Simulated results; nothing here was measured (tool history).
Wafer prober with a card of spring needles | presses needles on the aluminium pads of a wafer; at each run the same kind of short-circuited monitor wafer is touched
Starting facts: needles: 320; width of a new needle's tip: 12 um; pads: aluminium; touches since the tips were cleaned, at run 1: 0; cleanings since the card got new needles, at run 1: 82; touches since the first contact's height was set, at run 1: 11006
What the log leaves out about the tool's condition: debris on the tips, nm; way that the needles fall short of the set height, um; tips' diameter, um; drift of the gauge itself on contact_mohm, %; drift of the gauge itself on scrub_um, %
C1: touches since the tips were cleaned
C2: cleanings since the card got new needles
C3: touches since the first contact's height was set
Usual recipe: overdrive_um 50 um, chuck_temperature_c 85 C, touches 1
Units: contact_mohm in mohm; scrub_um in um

run 1 hour=0.0 | overdrive_um=50 chuck_temperature_c=85 touches=1 | C1=0 C2=82 C3=11006 | contact_mohm=263 scrub_um=9.15
-- hour=14.7 tips cleaned on abrasive film
run 2 hour=17.3 | overdrive_um=50 chuck_temperature_c=85 touches=1 | C1=1456 C2=83 C3=20400 | contact_mohm=283 scrub_um=9.19
-- hour=29.7 tips cleaned on abrasive film
-- hour=43.6 tips cleaned on abrasive film
run 3 hour=45.0 | overdrive_um=50 chuck_temperature_c=85 touches=1 | C1=802 C2=85 C3=35395 | contact_mohm=272 scrub_um=9.10
-- hour=58.7 tips cleaned on abrasive film
run 4 hour=66.5 | overdrive_um=50 chuck_temperature_c=46 touches=1 | C1=4255 C2=86 C3=47030 | contact_mohm=295 scrub_um=9.01
-- hour=71.7 tips cleaned on abrasive film
-- hour=84.8 tips cleaned on abrasive film
run 5 hour=94.7 | overdrive_um=50 chuck_temperature_c=46 touches=1 | C1=5388 C2=88 C3=62307 | contact_mohm=309 scrub_um=9.10
-- hour=98.9 tips cleaned on abrasive film
-- hour=113.6 tips cleaned on abrasive film
run 6 hour=121.5 | overdrive_um=31 chuck_temperature_c=46 touches=1 | C1=4338 C2=90 C3=76829 | contact_mohm=401 scrub_um=5.54
-- hour=127.6 tips cleaned on abrasive film
-- hour=141.1 tips cleaned on abrasive film
run 7 hour=144.3 | overdrive_um=51 chuck_temperature_c=46 touches=1 | C1=1754 C2=92 C3=89142 | contact_mohm=278 scrub_um=9.14
-- hour=154.9 tips cleaned on abrasive film
run 8 hour=161.1 | overdrive_um=51 chuck_temperature_c=46 touches=1 | C1=3361 C2=93 C3=98244 | contact_mohm=287 scrub_um=9.15
-- hour=168.7 tips cleaned on abrasive film
run 9 hour=178.9 | overdrive_um=50 chuck_temperature_c=85 touches=1 | C1=5568 C2=94 C3=107900 | contact_mohm=323 scrub_um=9.00
-- hour=183.0 tips cleaned on abrasive film
-- hour=197.0 tips cleaned on abrasive film
run 10 hour=203.7 | overdrive_um=58 chuck_temperature_c=85 touches=1 | C1=3690 C2=96 C3=121323 | contact_mohm=292 scrub_um=10.41
-- hour=208.6 height of the first contact set anew
-- hour=211.4 tips cleaned on abrasive film
run 11 hour=223.5 | overdrive_um=58 chuck_temperature_c=85 touches=3 | C1=6587 C2=97 C3=8070 | contact_mohm=270 scrub_um=10.68
-- hour=225.3 tips cleaned on abrasive film
-- hour=240.6 tips cleaned on abrasive film
run 12 hour=245.1 | overdrive_um=58 chuck_temperature_c=85 touches=3 | C1=2430 C2=99 C3=19726 | contact_mohm=261 scrub_um=10.66
-- hour=254.6 tips cleaned on abrasive film
run 13 hour=259.8 | overdrive_um=58 chuck_temperature_c=85 touches=3 | C1=2793 C2=100 C3=27684 | contact_mohm=266 scrub_um=10.67
-- hour=268.1 tips cleaned on abrasive film
-- hour=281.9 tips cleaned on abrasive film
run 14 hour=286.7 | overdrive_um=58 chuck_temperature_c=85 touches=3 | C1=2603 C2=102 C3=42243 | contact_mohm=263 scrub_um=10.67
-- hour=294.8 tips cleaned on abrasive film
run 15 hour=303.7 | overdrive_um=58 chuck_temperature_c=85 touches=3 | C1=4832 C2=103 C3=51457 | contact_mohm=269 scrub_um=10.62
-- hour=307.8 tips cleaned on abrasive film
run 16 hour=320.4 | overdrive_um=50 chuck_temperature_c=27 touches=1 | C1=6884 C2=104 C3=60517 | contact_mohm=318 scrub_um=9.02
-- hour=322.9 tips cleaned on abrasive film
-- hour=336.2 tips cleaned on abrasive film
-- hour=349.6 tips cleaned on abrasive film
run 17 hour=349.9 | overdrive_um=50 chuck_temperature_c=36 touches=2 | C1=158 C2=107 C3=76444 | contact_mohm=248 scrub_um=8.99
-- hour=363.5 tips cleaned on abrasive film
-- hour=376.8 tips cleaned on abrasive film
run 18 hour=379.4 | overdrive_um=50 chuck_temperature_c=36 touches=2 | C1=1427 C2=109 C3=92438 | contact_mohm=262 scrub_um=9.03
-- hour=391.6 tips cleaned on abrasive film
run 19 hour=403.3 | overdrive_um=44 chuck_temperature_c=51 touches=3 | C1=6411 C2=110 C3=105417 | contact_mohm=285 scrub_um=7.95
-- hour=406.2 tips cleaned on abrasive film
-- hour=421.7 tips cleaned on abrasive film
run 20 hour=429.4 | overdrive_um=66 chuck_temperature_c=73 touches=1 | C1=4208 C2=112 C3=119528 | contact_mohm=284 scrub_um=11.86
-- hour=436.6 tips cleaned on abrasive film
-- hour=436.9 height of the first contact set anew
run 21 hour=446.7 | overdrive_um=66 chuck_temperature_c=73 touches=1 | C1=5299 C2=113 C3=5299 | contact_mohm=283 scrub_um=12.18
-- hour=450.2 tips cleaned on abrasive film
-- hour=463.7 tips cleaned on abrasive film
run 22 hour=471.2 | overdrive_um=40 chuck_temperature_c=26 touches=2 | C1=4075 C2=115 C3=18574 | contact_mohm=295 scrub_um=7.35
-- hour=478.2 tips cleaned on abrasive film
run 23 hour=485.4 | overdrive_um=40 chuck_temperature_c=66 touches=3 | C1=3908 C2=116 C3=26266 | contact_mohm=292 scrub_um=7.34
-- hour=492.3 tips cleaned on abrasive film
-- hour=505.4 tips cleaned on abrasive film
run 24 hour=507.1 | overdrive_um=40 chuck_temperature_c=66 touches=3 | C1=911 C2=118 C3=37963 | contact_mohm=270 scrub_um=7.29
-- hour=520.0 tips cleaned on abrasive film
run 25 hour=528.8 | overdrive_um=40 chuck_temperature_c=72 touches=3 | C1=4794 C2=119 C3=49761 | contact_mohm=293 scrub_um=7.29
-- hour=534.5 tips cleaned on abrasive film
-- hour=547.9 tips cleaned on abrasive film
run 26 hour=559.5 | overdrive_um=50 chuck_temperature_c=25 touches=2 | C1=6345 C2=121 C3=66403 | contact_mohm=285 scrub_um=8.97
-- hour=562.4 tips cleaned on abrasive film
-- hour=576.6 tips cleaned on abrasive film
run 27 hour=577.1 | overdrive_um=39 chuck_temperature_c=85 touches=3 | C1=277 C2=123 C3=75876 | contact_mohm=267 scrub_um=7.11
-- hour=591.6 tips cleaned on abrasive film
run 28 hour=598.2 | overdrive_um=50 chuck_temperature_c=72 touches=1 | C1=3612 C2=124 C3=87325 | contact_mohm=313 scrub_um=8.95
-- hour=604.7 tips cleaned on abrasive film
run 29 hour=613.3 | overdrive_um=39 chuck_temperature_c=27 touches=1 | C1=4684 C2=125 C3=95484 | contact_mohm=357 scrub_um=7.03
-- hour=618.9 tips cleaned on abrasive film
-- hour=633.0 tips cleaned on abrasive film
run 30 hour=633.1 | overdrive_um=35 chuck_temperature_c=39 touches=2 | C1=33 C2=127 C3=106183 | contact_mohm=259 scrub_um=6.19
-- hour=647.4 tips cleaned on abrasive film
-- hour=661.1 tips cleaned on abrasive film
run 31 hour=661.3 | overdrive_um=56 chuck_temperature_c=39 touches=2 | C1=85 C2=129 C3=121442 | contact_mohm=243 scrub_um=10.04

Had the tool no unlogged condition, and each run kept its random variation, what would the results have been?
run=1 contact_mohm=254 scrub_um=9.19
run=2 contact_mohm=247 scrub_um=9.24
run=3 contact_mohm=251 scrub_um=9.20
run=4 contact_mohm=238 scrub_um=9.13
run=5 contact_mohm=240 scrub_um=9.26
run=6 contact_mohm=246 scrub_um=5.74
run=7 contact_mohm=239 scrub_um=9.38
run=8 contact_mohm=235 scrub_um=9.41
run=9 contact_mohm=252 scrub_um=9.28
run=10 contact_mohm=246 scrub_um=10.72
run=11 contact_mohm=247 scrub_um=10.70
run=12 contact_mohm=247 scrub_um=10.72
run=13 contact_mohm=249 scrub_um=10.75
run=14 contact_mohm=246 scrub_um=10.79
run=15 contact_mohm=248 scrub_um=10.75
run=16 contact_mohm=235 scrub_um=9.17
run=17 contact_mohm=237 scrub_um=9.19
run=18 contact_mohm=237 scrub_um=9.27
run=19 contact_mohm=245 scrub_um=8.21
run=20 contact_mohm=242 scrub_um=12.16
run=21 contact_mohm=239 scrub_um=12.18
run=22 contact_mohm=234 scrub_um=7.39
run=23 contact_mohm=252 scrub_um=7.39
run=24 contact_mohm=247 scrub_um=7.37
run=25 contact_mohm=251 scrub_um=7.39
run=26 contact_mohm=232 scrub_um=9.11
run=27 contact_mohm=252 scrub_um=7.29
run=28 contact_mohm=248 scrub_um=9.15
run=29 contact_mohm=237 scrub_um=7.25
run=30 contact_mohm=239 scrub_um=6.46
run=31 contact_mohm=235 scrub_um=10.35
